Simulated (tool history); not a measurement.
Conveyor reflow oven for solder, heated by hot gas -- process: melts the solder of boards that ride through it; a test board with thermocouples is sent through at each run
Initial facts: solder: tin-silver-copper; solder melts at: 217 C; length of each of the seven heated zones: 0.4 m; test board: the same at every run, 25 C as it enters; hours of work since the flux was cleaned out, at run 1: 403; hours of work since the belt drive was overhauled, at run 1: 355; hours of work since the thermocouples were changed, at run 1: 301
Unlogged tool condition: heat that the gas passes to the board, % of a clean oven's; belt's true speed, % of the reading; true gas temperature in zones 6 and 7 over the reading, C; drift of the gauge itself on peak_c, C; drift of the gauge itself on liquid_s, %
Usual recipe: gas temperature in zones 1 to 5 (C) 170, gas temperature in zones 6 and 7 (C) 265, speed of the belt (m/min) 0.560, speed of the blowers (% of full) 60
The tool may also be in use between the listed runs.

run,day,gas temperature in zones 1 to 5 (C),gas temperature in zones 6 and 7 (C),speed of the belt (m/min),speed of the blowers (% of full),hours of work since the flux was cleaned out,hours of work since the belt drive was overhauled,hours of work since the thermocouples were changed,highest temperature of the board (C),time above the solder's melting point (s)
1,0.000,170,265,0.560,60,403,355,301,254.7,66.1
# day 0.392: flux residue cleaned out of gas plates and filters
2,1.004,170,265,0.560,60,10,368,314,255.5,68.3
3,1.617,170,265,0.560,60,20,378,324,255.9,67.7
4,2.104,170,265,0.560,60,27,386,332,255.9,68.1
5,2.642,170,265,0.560,60,36,394,340,255.9,67.9
6,3.050,170,265,0.560,60,43,401,347,255.5,68.1
7,3.833,170,265,0.560,60,55,413,359,255.9,67.7
8,4.258,170,265,0.560,60,62,420,366,256.0,67.9
9,5.033,170,265,0.467,60,74,432,378,259.8,87.0
10,5.788,170,272,0.645,63,86,445,391,259.2,60.0
11,6.375,183,269,0.560,84,96,454,400,264.7,78.9
12,7.200,162,275,0.579,60,109,467,413,263.3,67.3
13,7.988,158,275,0.456,60,122,480,426,269.3,89.8
14,8.667,165,261,0.453,60,132,491,437,256.5,85.0
15,9.333,165,261,0.519,60,143,501,447,253.8,70.6
16,9.767,170,260,0.600,53,150,508,454,247.8,55.7

5 ways to go on from here, each from the tool as it stands after run 16. What would each give?
A,10.271,165,265,0.560,50,158,516,462,?,?
B,10.271,173,265,0.560,60,158,516,462,?,?
C,10.271,170,265,0.560,77,158,516,462,?,?
D,10.271,170,260,0.599,53,158,516,462,?,?
E,10.271,170,260,0.600,53,158,516,462,?,?

run,highest temperature of the board (C),time above the solder's melting point (s)
A,253.0,62.9
B,256.3,68.7
C,259.2,70.7
D,248.0,55.6
E,247.9,56.1
Had the tool no hidden state, the same runs would have come out as:
run,highest temperature of the board (C),time above the solder's melting point (s)
A,251.2,60.9
B,254.6,66.9
C,257.6,69.1
D,246.3,53.6
E,246.2,54.1
